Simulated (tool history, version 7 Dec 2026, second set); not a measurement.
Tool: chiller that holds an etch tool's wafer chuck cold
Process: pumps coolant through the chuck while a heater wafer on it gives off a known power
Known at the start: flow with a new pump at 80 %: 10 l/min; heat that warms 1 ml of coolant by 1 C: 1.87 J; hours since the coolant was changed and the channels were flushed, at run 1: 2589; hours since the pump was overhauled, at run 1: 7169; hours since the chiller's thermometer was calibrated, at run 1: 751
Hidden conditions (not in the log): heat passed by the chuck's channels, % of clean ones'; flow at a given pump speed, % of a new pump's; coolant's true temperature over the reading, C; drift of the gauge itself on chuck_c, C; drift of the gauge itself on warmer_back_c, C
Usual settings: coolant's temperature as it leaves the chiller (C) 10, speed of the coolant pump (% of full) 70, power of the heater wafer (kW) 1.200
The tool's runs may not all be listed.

run	hour	coolant's temperature as it leaves the chiller (C)	speed of the coolant pump (% of full)	power of the heater wafer (kW)	hours since the coolant was changed and the channels were flushed	hours since the pump was overhauled	hours since the chiller's thermometer was calibrated	chuck's temperature once it has settled (C)	how much warmer the coolant comes back (C)
1	0.0	10	70	1.200	2589	7169	751	21.6	4.51
2	169.7	10	70	1.200	2759	7339	921	21.5	4.37
3	290.1	3	70	1.200	2880	7460	1041	14.7	4.43
4	476.2	3	70	1.200	3066	7646	1227	14.6	4.41
5	595.2	10	93	1.200	3185	7765	1346	18.9	3.15
6	776.0	10	93	1.200	3366	7945	1527	19.0	3.16
7	945.6	10	93	1.200	3535	8115	1696	18.9	3.20
# hour 968.3: coolant pump overhauled
8	1141.2	8	93	1.200	3726	173	1887	16.9	3.19
9	1322.8	15	93	1.169	3907	355	2069	23.6	3.08
10	1478.1	15	93	1.169	4063	510	2224	23.7	3.03
# hour 1594.3: coolant changed, channels flushed
11	1662.6	19	70	1.158	68	688	2402	30.2	4.22
12	1833.0	19	70	0.883	239	859	2573	27.5	3.17
13	1924.3	19	70	0.883	330	950	2664	27.6	3.14
14	2047.3	5	89	0.883	453	1073	2787	11.8	2.34
15	2220.5	14	67	0.667	626	1246	2960	20.7	2.48
16	2338.5	14	70	0.928	744	1364	3078	23.1	3.30

Some steps in how much warmer the coolant comes back (C) between neighbouring runs. How much of each would the tool show without its hidden state too (settings, what came in, random variation), and how much is left for the hidden state, with any gauge scatter that isn't in both results?
Run 3 -> 4: settings left as they were, no log entry in between. how much warmer the coolant comes back (C) -0.02: hidden state -0.02, all else +0.00.
Run 4 -> 5: coolant's temperature as it leaves the chiller (C) 3 -> 10, speed of the coolant pump (% of full) 70 -> 93. how much warmer the coolant comes back (C) -1.26: hidden state -0.01, all else -1.25.
